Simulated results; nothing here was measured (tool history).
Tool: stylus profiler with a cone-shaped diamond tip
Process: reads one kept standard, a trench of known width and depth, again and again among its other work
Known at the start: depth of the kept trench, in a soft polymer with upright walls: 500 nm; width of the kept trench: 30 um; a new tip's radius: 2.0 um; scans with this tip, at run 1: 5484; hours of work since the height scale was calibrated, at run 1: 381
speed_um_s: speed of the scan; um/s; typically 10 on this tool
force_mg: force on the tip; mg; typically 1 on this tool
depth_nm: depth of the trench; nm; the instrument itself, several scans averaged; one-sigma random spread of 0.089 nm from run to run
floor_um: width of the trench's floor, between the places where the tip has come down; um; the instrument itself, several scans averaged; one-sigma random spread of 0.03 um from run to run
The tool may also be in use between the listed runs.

run   hour  speed_um_s  force_mg  scans with this tip  hours of work since the height scale was calibrated  depth_nm  floor_um
  1      0          10         1                 5484                                                  381    505.17      26.6
  2   20.2          10         1                 5635                                                  391    505.02     26.61
  3     36          10         1                 5753                                                  399    505.17     26.61
  4   69.2          10         1                 6000                                                  416    504.99     26.65
  5   91.9          10         1                 6169                                                  428    505.19     26.56
  6  110.6          10         1                 6308                                                  438    505.25     26.58
  7  144.7           9         1                 6562                                                  455    505.36     26.51
  8    178           2         1                 6810                                                  473    505.41      26.6
  9  205.7           2         1                 7016                                                  487    505.16     26.54
 10  235.5          10      2.45                 7238                                                  502    509.16     26.49
 11    252          10      2.45                 7361                                                  511    509.34     26.47
 12  280.3          10      1.37                 7572                                                  525    506.57     26.39
 13  309.4          10      1.37                 7788                                                  540    506.41     26.43
 14  335.5          10         1                 7983                                                  554    505.26      26.4
 15  363.9          10         1                 8195                                                  569    505.44     26.39
 16  379.2          10      0.44                 8308                                                  577    503.46     26.32
 17  410.8          10       0.4                 8544                                                  593    503.26     26.31
 18  426.1          10       0.4                 8658                                                  601    503.26     26.27
 19    444          10       0.4                 8791                                                  610    503.33     26.29
 20    458           4      0.53                 8895                                                  617    503.85     26.39

For run 21, what comes out?
     460.4  -- height scale calibrated on a step standard
 21  476.2           4      0.53                 9027                                                    8         ?         ?

depth_nm: 504.04 nm
floor_um: 26.31 um
Had the tool carried no hidden state, the very same run would have given depth_nm 503.1 nm, floor_um 27.34 um.

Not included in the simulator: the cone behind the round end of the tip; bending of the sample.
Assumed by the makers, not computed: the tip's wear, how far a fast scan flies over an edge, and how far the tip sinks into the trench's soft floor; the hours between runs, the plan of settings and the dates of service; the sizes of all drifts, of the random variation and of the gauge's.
